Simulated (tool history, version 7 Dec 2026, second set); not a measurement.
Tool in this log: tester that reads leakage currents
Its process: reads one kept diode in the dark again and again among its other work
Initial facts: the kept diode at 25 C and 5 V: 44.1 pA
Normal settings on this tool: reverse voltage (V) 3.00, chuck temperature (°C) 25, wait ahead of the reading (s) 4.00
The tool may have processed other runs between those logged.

run    hour  reverse voltage (V)  chuck temperature (°C)  wait ahead of the reading (s)  current that the tester gives (pA)
  1     0.0                 3.00                      25                           4.00                               33.31
  2   163.3                 3.00                      25                           0.54                               33.89
  3   271.9                 3.00                      25                           2.61                               33.36
  4   462.3                 3.00                      25                           2.61                               33.41
  5   648.5                13.00                      25                           4.00                               75.51
  6   759.1                13.00                      25                           4.00                               75.05
  7   914.4                 3.00                      35                           4.00                               82.48
  8  1022.0                 3.00                      35                           4.00                               82.54
  9  1162.0                 5.26                      33                           4.00                               94.45
 10  1261.5                 3.00                      52                           2.43                              339.04
 11  1444.4                 6.83                      28                           5.99                               69.62
 12  1555.0                 6.83                      28                           5.99                               69.96
 13  1701.3                 2.34                      25                           0.71                               29.45
 14  1814.3                 2.34                      25                           0.71                               29.44

Below are 4 alternative next runs, each starting from the tool's condition after run 14. Predict each:
  A  1918.6                 6.98                      29                           1.69                                   ?
  B  1918.6                 8.55                      36                           0.53                                   ?
  C  1918.6                 4.30                      28                           0.45                                   ?
  D  1918.6                 4.42                      25                           4.00                                   ?

run  current that the tester gives (pA)
  A                               76.70
  B                              162.68
  C                               54.48
  D                               41.48
Stripped of hidden state, with their random variation kept, the same runs would have yielded:
run  current that the tester gives (pA)
  A                               76.67
  B                              162.64
  C                               54.46
  D                               41.46
